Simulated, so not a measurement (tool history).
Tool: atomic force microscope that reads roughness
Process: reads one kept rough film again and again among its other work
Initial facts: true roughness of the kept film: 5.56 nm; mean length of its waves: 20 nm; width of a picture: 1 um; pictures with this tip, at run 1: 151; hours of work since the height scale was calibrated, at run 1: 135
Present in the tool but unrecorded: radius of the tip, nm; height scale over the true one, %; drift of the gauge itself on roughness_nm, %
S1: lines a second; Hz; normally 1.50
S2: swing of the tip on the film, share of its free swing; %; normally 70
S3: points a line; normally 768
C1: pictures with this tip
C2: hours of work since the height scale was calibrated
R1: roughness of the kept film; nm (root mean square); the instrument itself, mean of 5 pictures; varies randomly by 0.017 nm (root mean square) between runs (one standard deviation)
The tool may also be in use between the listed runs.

run,hour,S1,S2,S3,C1,C2,R1
1,0.0,1.50,70,768,151,135,4.126
2,36.2,1.50,70,768,208,155,4.137
3,57.6,1.50,70,768,241,167,4.151
4,91.8,1.50,63,768,294,187,4.215
5,128.3,1.50,63,354,351,208,4.128
# hour 133.1: new tip fitted
6,148.1,1.50,63,354,23,219,4.150
7,185.3,1.50,70,778,81,240,4.151
8,212.2,2.76,70,528,123,255,3.967
9,237.1,0.54,61,681,161,269,4.293
10,253.6,1.50,70,928,187,279,4.121
11,271.4,1.66,76,653,215,289,4.015

Here are 4 independent what-if runs from the current tool condition. What would each one return?
A,305.6,0.76,81,603,268,308,?
B,305.6,1.00,89,768,268,308,?
C,305.6,1.50,65,390,268,308,?
D,305.6,1.66,76,261,268,308,?

run,R1
A,4.138
B,3.996
C,4.119
D,3.889
What these runs would have given with no unlogged condition in the tool:
run,R1
A,4.153
B,4.010
C,4.134
D,3.903
